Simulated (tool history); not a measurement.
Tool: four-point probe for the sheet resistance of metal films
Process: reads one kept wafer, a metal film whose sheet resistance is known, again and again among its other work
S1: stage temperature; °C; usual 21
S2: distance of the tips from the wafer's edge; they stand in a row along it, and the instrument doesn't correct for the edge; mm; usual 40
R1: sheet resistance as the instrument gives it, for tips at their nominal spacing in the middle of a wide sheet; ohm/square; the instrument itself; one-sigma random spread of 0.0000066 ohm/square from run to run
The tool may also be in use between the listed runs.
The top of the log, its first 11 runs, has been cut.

run,hour,S1,S2,R1
12,606.3,31,40,0.033433
13,668.9,31,40,0.033444
14,718.6,21,26,0.033491
15,788,21,26,0.033494
16,872.9,21,26,0.033519
17,922.1,21,40,0.033509
18,958.5,18,8,0.033931
19,1029.6,18,8,0.03395
20,1081.3,27,7,0.034074
21,1116.6,20,15,0.033636

Run 22, settings as shown, results not yet in. Your forecast:
# hour 1139.4: stage's thermometer calibrated
22,1180.6,23,4,?

R1: 0.03517 ohm/square
With no hidden state in the tool, this same run would have given R1 0.034789 ohm/square.
